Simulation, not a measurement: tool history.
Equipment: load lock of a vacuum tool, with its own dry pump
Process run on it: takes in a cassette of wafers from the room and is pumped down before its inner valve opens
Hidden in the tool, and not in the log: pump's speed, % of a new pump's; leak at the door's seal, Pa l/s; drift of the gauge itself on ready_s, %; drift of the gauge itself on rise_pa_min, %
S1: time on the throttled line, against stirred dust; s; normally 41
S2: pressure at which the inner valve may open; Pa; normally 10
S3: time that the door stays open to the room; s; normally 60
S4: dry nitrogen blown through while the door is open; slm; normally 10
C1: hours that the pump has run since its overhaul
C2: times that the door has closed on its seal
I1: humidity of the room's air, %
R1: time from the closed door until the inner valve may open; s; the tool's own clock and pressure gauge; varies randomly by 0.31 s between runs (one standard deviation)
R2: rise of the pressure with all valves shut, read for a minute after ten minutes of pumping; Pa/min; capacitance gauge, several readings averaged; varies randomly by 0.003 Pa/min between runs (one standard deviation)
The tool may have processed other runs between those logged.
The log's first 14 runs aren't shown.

run,day,S1,S2,S3,S4,C1,C2,I1,R1,R2
15,207.812,41,10,61,10,6777,2624,44.4,67.9,0.052
16,222.279,54,10,60,10,7124,4126,44.2,77.0,0.072
17,238.704,41,10,60,22,7518,5832,41.6,67.0,0.090
18,252.771,41,10,60,22,7856,7292,45.5,67.4,0.110
19,271.758,41,10,60,22,8311,9264,49.3,68.0,0.154
20,285.521,30,20,26,22,8642,10693,46.9,56.4,0.172
21,295.279,30,20,26,22,8876,11706,44.9,57.0,0.208
22,312.088,54,10,60,29,9279,13451,45.5,78.4,0.260
23,325.646,54,18,60,29,9605,14859,44.9,76.2,0.294
24,344.096,54,18,60,29,10047,16775,49.1,75.9,0.364
25,355.408,54,18,60,29,10319,17950,48.2,76.2,0.389
26,365.221,24,12,81,28,10554,18969,48.4,55.5,0.432
27,374.475,24,12,240,33,10776,19930,43.5,54.8,0.480
28,386.417,24,12,240,33,11063,21170,44.9,55.5,0.526
29,407.525,24,12,39,33,11570,23362,45.8,55.4,0.595
30,428.383,21,12,75,33,12070,25528,46.1,53.6,0.688
# day 439.083: door's seal changed, seat wiped
31,445.667,21,8,81,14,12484,684,47.1,55.4,0.035
32,459.721,41,15,41,10,12821,2143,45.1,67.7,0.046
33,471.479,41,10,60,13,13103,3364,42.4,69.9,0.057
34,482.404,32,7,60,5,13365,4499,46.7,65.1,0.089
35,494.771,41,10,60,36,13662,5783,45.2,70.1,0.080
36,504.879,24,10,71,11,13905,6833,42.9,57.5,0.108

Alternative continuations, all from the tool just after run 36; predict every row:
# day 510.633: dry pump taken out, an overhauled one fitted
A,524.062,24,18,232,9,322,8798,44.6,?,?
# day 510.633: dry pump taken out, an overhauled one fitted
B,524.062,40,8,60,38,322,8798,49.3,?,?
# day 510.633: dry pump taken out, an overhauled one fitted
C,524.062,71,10,60,10,322,8798,49.0,?,?

run,R1,R2
A,50.4,0.174
B,66.2,0.141
C,89.6,0.150
Without the tool's hidden state the same runs would have given:
run,R1,R2
A,49.5,0.052
B,65.3,0.019
C,89.0,0.029
